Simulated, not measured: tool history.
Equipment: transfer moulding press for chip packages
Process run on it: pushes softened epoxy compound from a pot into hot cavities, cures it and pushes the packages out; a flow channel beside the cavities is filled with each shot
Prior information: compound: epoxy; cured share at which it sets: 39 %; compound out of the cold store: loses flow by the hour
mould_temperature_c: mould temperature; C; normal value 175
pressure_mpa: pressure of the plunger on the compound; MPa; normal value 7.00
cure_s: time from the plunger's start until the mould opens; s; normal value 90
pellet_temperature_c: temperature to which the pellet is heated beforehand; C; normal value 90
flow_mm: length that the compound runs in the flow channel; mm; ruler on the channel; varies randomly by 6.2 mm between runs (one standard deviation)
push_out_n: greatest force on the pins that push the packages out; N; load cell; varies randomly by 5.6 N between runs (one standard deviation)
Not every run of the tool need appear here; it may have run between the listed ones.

run	day	mould_temperature_c	pressure_mpa	cure_s	pellet_temperature_c	incoming compound's hours out of the cold store	flow_mm	push_out_n
1	0.000	175	7.00	90	90	12.5	689	195
2	0.704	175	7.00	90	90	11.5	684	177
3	1.492	175	7.00	90	90	24.8	657	197
4	1.904	175	7.00	90	90	36.7	637	194
5	2.625	175	7.00	90	90	22.8	662	200
6	3.421	175	7.00	90	90	16.4	661	200
7	4.229	175	7.00	90	90	47.9	600	191
8	4.688	175	7.55	90	90	10.9	712	197
9	5.117	175	7.55	90	90	20.1	694	187
10	5.479	175	6.17	90	90	39.4	590	192
11	6.358	175	6.17	90	90	35.6	605	190
12	6.996	182	7.00	90	90	29.7	631	156
13	7.788	169	7.00	90	90	29.5	658	269
14	8.208	175	7.00	90	90	14.8	681	200
15	8.608	175	7.00	90	90	17.7	675	207
16	8.954	175	7.00	90	90	23.4	661	196
17	9.783	172	7.00	90	90	33.7	648	205
18	10.346	182	7.00	90	99	39.5	618	167
19	11.104	182	7.00	90	99	33.2	618	160
20	11.729	182	7.00	83	99	31.4	629	166
21	12.254	181	6.91	78	95	21.8	635	178
22	12.729	182	8.39	81	95	39.1	688	175
23	13.188	167	7.00	90	89	14.7	696	317
24	13.954	177	7.00	90	90	45.5	615	167
25	14.425	177	7.00	94	84	20.6	661	180
26	14.950	182	6.67	114	90	27.9	620	149
27	15.775	182	6.65	114	85	33.9	617	153

Put back what was entered between runs (13 entries, withheld): which listed runs does each sit between, and how does the hidden state differ from the listed run before to the listed run after?
Runs 1 to 2: cavities cleaned with cleaning compound and waxed (day 0.396)
  true mould temperature over the reading, C: 0.01 -> 0.02; pressure that reaches the compound, % of what is set: 99.81 -> 99.79; grip of the stained cavities, % over clean ones': 1.5 -> 0.6
Runs 3 to 4: cavities cleaned with cleaning compound and waxed (day 1.721)
  pressure that reaches the compound, % of what is set: 99.75 -> 99.74; grip of the stained cavities, % over clean ones': 1.8 -> 0.4
Runs 5 to 6: cavities cleaned with cleaning compound and waxed (day 3.025)
  pressure that reaches the compound, % of what is set: 99.71 -> 99.68; grip of the stained cavities, % over clean ones': 1.6 -> 0.8
Runs 7 to 8: cavities cleaned with cleaning compound and waxed (day 4.329)
  pressure that reaches the compound, % of what is set: 99.65 -> 99.64; grip of the stained cavities, % over clean ones': 2 -> 0.8
Runs 10 to 11: cavities cleaned with cleaning compound and waxed (day 5.654)
  pressure that reaches the compound, % of what is set: 99.6 -> 99.57; grip of the stained cavities, % over clean ones': 2 -> 1.4
Runs 11 to 12: cavities cleaned with cleaning compound and waxed (day 6.992)
  pressure that reaches the compound, % of what is set: 99.57 -> 99.55; grip of the stained cavities, % over clean ones': 1.4 -> 0
Runs 14 to 15: cavities cleaned with cleaning compound and waxed (day 8.346)
  pressure that reaches the compound, % of what is set: 99.5 -> 99.49; grip of the stained cavities, % over clean ones': 2 -> 0.6
Runs 16 to 17: cavities cleaned with cleaning compound and waxed (day 9.638)
  pressure that reaches the compound, % of what is set: 99.48 -> 99.45; grip of the stained cavities, % over clean ones': 1.2 -> 0.3
Runs 18 to 19: cavities cleaned with cleaning compound and waxed (day 10.942)
  true mould temperature over the reading, C: 0.02 -> 0.03; pressure that reaches the compound, % of what is set: 99.42 -> 99.4; grip of the stained cavities, % over clean ones': 1.3 -> 0.4
Runs 20 to 21: cavities cleaned with cleaning compound and waxed (day 12.254)
  pressure that reaches the compound, % of what is set: 99.37 -> 99.35; grip of the stained cavities, % over clean ones': 1.5 -> 0
Runs 23 to 24: cavities cleaned with cleaning compound and waxed (day 13.562)
  pressure that reaches the compound, % of what is set: 99.31 -> 99.29; grip of the stained cavities, % over clean ones': 1.7 -> 1
Runs 25 to 26: cavities cleaned with cleaning compound and waxed (day 14.879)
  pressure that reaches the compound, % of what is set: 99.27 -> 99.25; grip of the stained cavities, % over clean ones': 1.7 -> 0.2
Runs 26 to 27: mould's thermocouples calibrated (day 15.600)
  true mould temperature over the reading, C: 0.03 -> -0.01; pressure that reaches the compound, % of what is set: 99.25 -> 99.22; grip of the stained cavities, % over clean ones': 0.2 -> 1.5
